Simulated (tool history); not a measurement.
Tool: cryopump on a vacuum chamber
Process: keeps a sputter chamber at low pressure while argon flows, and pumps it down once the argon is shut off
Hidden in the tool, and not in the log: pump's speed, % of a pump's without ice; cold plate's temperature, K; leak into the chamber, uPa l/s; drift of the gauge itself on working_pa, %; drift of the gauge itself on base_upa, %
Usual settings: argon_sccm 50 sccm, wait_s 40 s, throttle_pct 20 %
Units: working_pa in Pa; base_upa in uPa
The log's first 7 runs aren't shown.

run	day	argon_sccm	wait_s	throttle_pct	hours of work since the pump was warmed up and emptied	hours of work since the cold head was overhauled	hours of work since the chamber's fittings were tightened	working_pa	base_upa
8	20.158	50	40	20	802	2023	1213	0.2753	2.1
9	22.462	50	40	20	834	2055	1245	0.2769	2.11
10	24.138	50	234	20	857	2078	1268	0.2764	0.99
# day 26.238: leaking fittings of the chamber tightened, without venting
11	27.408	50	234	20	900	2121	16	0.2782	0.51
12	31.567	50	234	20	957	2178	73	0.278	0.58
13	35.388	50	40	20	1009	2230	125	0.2789	1.76
14	39.133	50	40	20	1061	2282	176	0.2821	1.74
15	43.071	50	40	20	1114	2336	230	0.2829	1.79
# day 45.717: pump warmed up, emptied and cooled again
16	46.633	27	95	47	13	2381	276	0.0605	0.85
17	50.412	85	56	42	64	2433	328	0.2151	1.32
18	53.979	39	163	46	113	2482	376	0.0913	0.7
19	57.008	50	26	20	154	2523	418	0.2656	2.54

Run 20 comes next. What will it give?
20	59.483	50	26	20	188	2557	452	?	?

working_pa: 0.2631 Pa
base_upa: 2.45 uPa
Without the tool's hidden state the same run would have given working_pa 0.259 Pa, base_upa 2.28 uPa.

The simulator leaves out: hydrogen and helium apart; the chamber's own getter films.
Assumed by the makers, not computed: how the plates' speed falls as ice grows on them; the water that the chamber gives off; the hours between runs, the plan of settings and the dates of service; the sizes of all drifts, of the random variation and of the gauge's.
